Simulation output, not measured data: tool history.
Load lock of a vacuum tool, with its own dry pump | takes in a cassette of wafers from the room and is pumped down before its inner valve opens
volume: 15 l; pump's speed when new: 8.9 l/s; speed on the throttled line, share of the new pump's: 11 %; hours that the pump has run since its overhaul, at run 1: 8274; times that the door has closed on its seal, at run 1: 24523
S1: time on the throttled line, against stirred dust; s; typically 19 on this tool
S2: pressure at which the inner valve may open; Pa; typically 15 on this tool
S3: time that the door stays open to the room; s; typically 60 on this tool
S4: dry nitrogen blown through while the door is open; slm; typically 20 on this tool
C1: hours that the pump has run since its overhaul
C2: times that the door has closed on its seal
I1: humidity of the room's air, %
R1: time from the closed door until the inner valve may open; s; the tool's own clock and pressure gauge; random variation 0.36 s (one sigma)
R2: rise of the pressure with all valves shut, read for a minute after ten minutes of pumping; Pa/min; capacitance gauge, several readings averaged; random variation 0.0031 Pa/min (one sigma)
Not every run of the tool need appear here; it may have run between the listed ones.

run 1 hour=0.0 | S1=19 S2=15 S3=60 S4=20 | C1=8274 C2=24523 | I1=47.6 | R1=32.1 R2=0.079
run 2 hour=236.4 | S1=19 S2=15 S3=60 S4=20 | C1=8511 C2=25223 | I1=46.3 | R1=32.0 R2=0.071
run 3 hour=598.0 | S1=19 S2=15 S3=30 S4=20 | C1=8872 C2=26295 | I1=44.9 | R1=31.7 R2=0.045
run 4 hour=955.6 | S1=19 S2=15 S3=30 S4=20 | C1=9230 C2=27355 | I1=46.2 | R1=31.5 R2=0.050
-- hour=1193.6 door's seal changed, seat wiped
run 5 hour=1308.8 | S1=19 S2=15 S3=30 S4=20 | C1=9582 C2=341 | I1=45.8 | R1=31.4 R2=0.054
run 6 hour=1671.1 | S1=19 S2=15 S3=60 S4=20 | C1=9944 C2=1415 | I1=48.9 | R1=32.0 R2=0.070
run 7 hour=1952.9 | S1=19 S2=15 S3=60 S4=20 | C1=10226 C2=2250 | I1=46.3 | R1=31.4 R2=0.071
run 8 hour=2406.0 | S1=19 S2=15 S3=60 S4=20 | C1=10679 C2=3593 | I1=48.1 | R1=32.0 R2=0.077
run 9 hour=2749.3 | S1=32 S2=29 S3=80 S4=40 | C1=11022 C2=4610 | I1=43.7 | R1=42.0 R2=0.059
run 10 hour=3068.6 | S1=19 S2=29 S3=34 S4=20 | C1=11341 C2=5556 | I1=47.7 | R1=30.5 R2=0.056
run 11 hour=3383.4 | S1=15 S2=11 S3=60 S4=20 | C1=11656 C2=6490 | I1=41.6 | R1=28.5 R2=0.069
run 12 hour=3759.1 | S1=15 S2=11 S3=60 S4=20 | C1=12032 C2=7603 | I1=40.7 | R1=29.0 R2=0.070
run 13 hour=4196.7 | S1=35 S2=10 S3=125 S4=41 | C1=12470 C2=8900 | I1=47.4 | R1=45.9 R2=0.086
run 14 hour=4442.1 | S1=32 S2=10 S3=125 S4=41 | C1=12715 C2=9627 | I1=43.3 | R1=45.0 R2=0.077
run 15 hour=4823.3 | S1=32 S2=10 S3=125 S4=41 | C1=13096 C2=10757 | I1=45.8 | R1=44.9 R2=0.079

Entry by entry between the runs, the difference in hidden state between the last listed run before and the first listed run after:
Between runs 4 and 5: door's seal changed, seat wiped (hour 1193.6)
  leak at the door's seal, Pa l/s: 0.0026 -> 0.002
